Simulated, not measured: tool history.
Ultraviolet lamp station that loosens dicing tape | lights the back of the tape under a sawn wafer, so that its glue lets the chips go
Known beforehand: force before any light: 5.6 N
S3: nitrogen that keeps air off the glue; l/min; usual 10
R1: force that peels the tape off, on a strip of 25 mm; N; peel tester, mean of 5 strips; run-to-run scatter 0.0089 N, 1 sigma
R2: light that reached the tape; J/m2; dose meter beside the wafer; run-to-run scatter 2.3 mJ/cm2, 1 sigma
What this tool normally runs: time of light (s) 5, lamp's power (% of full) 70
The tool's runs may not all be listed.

{"run": 1, "hour": 0.0, "time of light (s)": 5, "lamp's power (% of full)": 70, "S3": 10, "R1": 0.371, "R2": 2070}
{"run": 2, "hour": 70.1, "time of light (s)": 5, "lamp's power (% of full)": 70, "S3": 10, "R1": 0.367, "R2": 2100}
{"run": 3, "hour": 112.7, "time of light (s)": 5, "lamp's power (% of full)": 85, "S3": 10, "R1": 0.302, "R2": 2500}
{"run": 4, "hour": 153.1, "time of light (s)": 5, "lamp's power (% of full)": 85, "S3": 10, "R1": 0.309, "R2": 2470}
{"run": 5, "hour": 200.7, "time of light (s)": 5, "lamp's power (% of full)": 85, "S3": 10, "R1": 0.301, "R2": 2510}
{"run": 6, "hour": 256.7, "time of light (s)": 5, "lamp's power (% of full)": 70, "S3": 10, "R1": 0.361, "R2": 2090}
{"run": 7, "hour": 331.8, "time of light (s)": 5, "lamp's power (% of full)": 70, "S3": 10, "R1": 0.364, "R2": 2050}
{"run": 8, "hour": 369.9, "time of light (s)": 5, "lamp's power (% of full)": 70, "S3": 10, "R1": 0.383, "R2": 2040}
{"run": 9, "hour": 403.6, "time of light (s)": 5, "lamp's power (% of full)": 66, "S3": 10, "R1": 0.412, "R2": 1930}
{"run": 10, "hour": 448.4, "time of light (s)": 5, "lamp's power (% of full)": 66, "S3": 10, "R1": 0.413, "R2": 1950}
{"run": 11, "hour": 521.2, "time of light (s)": 5, "lamp's power (% of full)": 66, "S3": 10, "R1": 0.408, "R2": 1920}
{"run": 12, "hour": 567.0, "time of light (s)": 3, "lamp's power (% of full)": 65, "S3": 10, "R1": 0.921, "R2": 1170}
{"run": 13, "hour": 617.5, "time of light (s)": 6, "lamp's power (% of full)": 65, "S3": 4, "R1": 0.442, "R2": 2280}
{"run": 14, "hour": 683.7, "time of light (s)": 6, "lamp's power (% of full)": 66, "S3": 4, "R1": 0.455, "R2": 2330}
{"run": 15, "hour": 738.0, "time of light (s)": 9, "lamp's power (% of full)": 99, "S3": 8, "R1": 0.245, "R2": 5270}
{"run": 16, "hour": 798.9, "time of light (s)": 2, "lamp's power (% of full)": 79, "S3": 12, "R1": 1.17, "R2": 900}
{"run": 17, "hour": 851.9, "time of light (s)": 2, "lamp's power (% of full)": 79, "S3": 12, "R1": 1.133, "R2": 950}
{"run": 18, "hour": 885.0, "time of light (s)": 8, "lamp's power (% of full)": 70, "S3": 8, "R1": 0.261, "R2": 3330}
{"run": 19, "hour": 955.5, "time of light (s)": 3, "lamp's power (% of full)": 76, "S3": 19, "R1": 0.578, "R2": 1320}

Not shown here: 3 entries made in the log between runs. Locate each between two listed runs and compare the hidden state at the listed run before it with the hidden state at the listed run after it:
From run 6 to run 7: window cleaned of glue's vapour (hour 331.3)
  lamp's light, % of a new lamp's: 99.6 -> 99.5; light that the window lets through, % of a clean one's: 99.9 -> 100
From run 9 to run 10: lamp changed (hour 411.2)
  lamp's light, % of a new lamp's: 99.5 -> 100
From run 17 to run 18: window cleaned of glue's vapour (hour 864.1)
  light that the window lets through, % of a clean one's: 99.9 -> 100
